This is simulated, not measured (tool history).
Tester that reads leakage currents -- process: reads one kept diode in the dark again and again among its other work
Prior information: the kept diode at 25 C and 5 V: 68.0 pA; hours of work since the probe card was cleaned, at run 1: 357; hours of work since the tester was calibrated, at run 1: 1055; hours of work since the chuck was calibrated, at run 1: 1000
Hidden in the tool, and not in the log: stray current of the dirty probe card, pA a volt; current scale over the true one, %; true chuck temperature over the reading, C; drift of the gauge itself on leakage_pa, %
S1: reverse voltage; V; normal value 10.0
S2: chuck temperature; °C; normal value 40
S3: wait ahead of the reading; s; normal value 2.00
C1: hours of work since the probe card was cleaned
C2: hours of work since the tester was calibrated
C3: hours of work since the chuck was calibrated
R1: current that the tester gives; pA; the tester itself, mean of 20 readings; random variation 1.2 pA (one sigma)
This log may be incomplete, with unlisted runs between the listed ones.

{"run": 1, "day": 0.0, "S1": 10.0, "S2": 40, "S3": 2.0, "C1": 357, "C2": 1055, "C3": 1000, "R1": 369.23}
{"run": 2, "day": 1.838, "S1": 10.0, "S2": 40, "S3": 2.0, "C1": 388, "C2": 1086, "C3": 1031, "R1": 370.49}
{"run": 3, "day": 3.054, "S1": 10.0, "S2": 40, "S3": 2.0, "C1": 409, "C2": 1107, "C3": 1052, "R1": 370.63}
{"run": 4, "day": 5.025, "S1": 10.0, "S2": 40, "S3": 2.0, "C1": 442, "C2": 1140, "C3": 1085, "R1": 369.27}
{"run": 5, "day": 6.117, "S1": 7.5, "S2": 40, "S3": 2.0, "C1": 461, "C2": 1158, "C3": 1104, "R1": 317.81}
{"run": 6, "day": 7.229, "S1": 7.5, "S2": 40, "S3": 4.63, "C1": 480, "C2": 1177, "C3": 1122, "R1": 318.43}
{"run": 7, "day": 9.288, "S1": 10.0, "S2": 40, "S3": 1.26, "C1": 515, "C2": 1212, "C3": 1157, "R1": 372.74}
{"run": 8, "day": 10.129, "S1": 10.0, "S2": 40, "S3": 1.26, "C1": 529, "C2": 1226, "C3": 1172, "R1": 370.83}
{"run": 9, "day": 12.162, "S1": 10.0, "S2": 32, "S3": 2.0, "C1": 563, "C2": 1261, "C3": 1206, "R1": 186.06}
{"run": 10, "day": 13.254, "S1": 10.0, "S2": 21, "S3": 2.0, "C1": 582, "C2": 1279, "C3": 1224, "R1": 71.33}
{"run": 11, "day": 14.171, "S1": 10.0, "S2": 51, "S3": 2.0, "C1": 597, "C2": 1295, "C3": 1240, "R1": 933.69}
{"run": 12, "day": 15.725, "S1": 10.0, "S2": 51, "S3": 2.0, "C1": 624, "C2": 1321, "C3": 1266, "R1": 929.02}
{"day": 15.979, "done": "chuck's temperature calibrated"}
{"run": 13, "day": 17.475, "S1": 10.0, "S2": 51, "S3": 2.0, "C1": 652, "C2": 1349, "C3": 25, "R1": 899.12}
{"run": 14, "day": 18.821, "S1": 10.0, "S2": 51, "S3": 2.0, "C1": 675, "C2": 1372, "C3": 48, "R1": 901.5}
{"run": 15, "day": 20.483, "S1": 2.9, "S2": 40, "S3": 2.0, "C1": 703, "C2": 1400, "C3": 76, "R1": 188.96}
{"day": 22.417, "done": "chuck's temperature calibrated, once more"}
{"run": 16, "day": 22.625, "S1": 2.9, "S2": 40, "S3": 2.0, "C1": 738, "C2": 1435, "C3": 4, "R1": 207.8}
{"run": 17, "day": 24.442, "S1": 10.0, "S2": 40, "S3": 2.0, "C1": 768, "C2": 1466, "C3": 34, "R1": 396.8}
{"run": 18, "day": 25.921, "S1": 10.0, "S2": 21, "S3": 2.0, "C1": 793, "C2": 1491, "C3": 59, "R1": 79.62}
{"run": 19, "day": 27.15, "S1": 10.0, "S2": 21, "S3": 2.0, "C1": 814, "C2": 1512, "C3": 80, "R1": 79.97}
{"run": 20, "day": 28.496, "S1": 10.0, "S2": 40, "S3": 1.35, "C1": 837, "C2": 1535, "C3": 103, "R1": 398.42}
{"run": 21, "day": 30.338, "S1": 10.0, "S2": 40, "S3": 1.35, "C1": 868, "C2": 1566, "C3": 134, "R1": 397.86}
{"run": 22, "day": 32.004, "S1": 10.0, "S2": 40, "S3": 1.35, "C1": 896, "C2": 1594, "C3": 162, "R1": 399.16}
{"run": 23, "day": 33.462, "S1": 15.6, "S2": 57, "S3": 1.35, "C1": 921, "C2": 1619, "C3": 187, "R1": 1987.84}
{"run": 24, "day": 34.379, "S1": 15.6, "S2": 57, "S3": 1.35, "C1": 937, "C2": 1634, "C3": 203, "R1": 1995.5}
{"run": 25, "day": 35.896, "S1": 10.0, "S2": 23, "S3": 2.0, "C1": 962, "C2": 1660, "C3": 228, "R1": 95.79}
{"run": 26, "day": 37.033, "S1": 10.0, "S2": 49, "S3": 2.0, "C1": 982, "C2": 1679, "C3": 248, "R1": 842.12}
{"run": 27, "day": 38.95, "S1": 10.0, "S2": 57, "S3": 0.78, "C1": 1014, "C2": 1712, "C3": 280, "R1": 1576.85}
{"run": 28, "day": 40.033, "S1": 10.0, "S2": 30, "S3": 0.78, "C1": 1033, "C2": 1730, "C3": 298, "R1": 172.54}
{"run": 29, "day": 41.912, "S1": 9.5, "S2": 25, "S3": 2.0, "C1": 1064, "C2": 1762, "C3": 330, "R1": 110.04}
{"run": 30, "day": 42.975, "S1": 9.5, "S2": 25, "S3": 2.0, "C1": 1082, "C2": 1780, "C3": 348, "R1": 111.18}
{"run": 31, "day": 44.092, "S1": 9.5, "S2": 25, "S3": 2.0, "C1": 1101, "C2": 1799, "C3": 367, "R1": 111.31}
{"run": 32, "day": 45.558, "S1": 9.5, "S2": 25, "S3": 2.0, "C1": 1126, "C2": 1824, "C3": 392, "R1": 111.26}
{"run": 33, "day": 46.708, "S1": 9.5, "S2": 25, "S3": 2.0, "C1": 1146, "C2": 1843, "C3": 411, "R1": 112.0}
{"run": 34, "day": 48.017, "S1": 3.0, "S2": 27, "S3": 1.67, "C1": 1168, "C2": 1865, "C3": 434, "R1": 67.75}
{"run": 35, "day": 49.325, "S1": 3.0, "S2": 27, "S3": 1.67, "C1": 1190, "C2": 1887, "C3": 456, "R1": 67.78}
{"run": 36, "day": 50.942, "S1": 1.1, "S2": 41, "S3": 4.44, "C1": 1217, "C2": 1915, "C3": 483, "R1": 134.77}
{"run": 37, "day": 52.667, "S1": 5.9, "S2": 28, "S3": 1.33, "C1": 1246, "C2": 1944, "C3": 512, "R1": 108.68}

Run 38 comes next. What will it give?
{"run": 38, "day": 53.85, "S1": 5.9, "S2": 28, "S3": 1.33, "C1": 1266, "C2": 1964, "C3": 532, "R1": "?"}

For run 38 the tool returned R1 109.18 pA.
Without the tool's hidden state the same run would have given R1 99.83 pA.
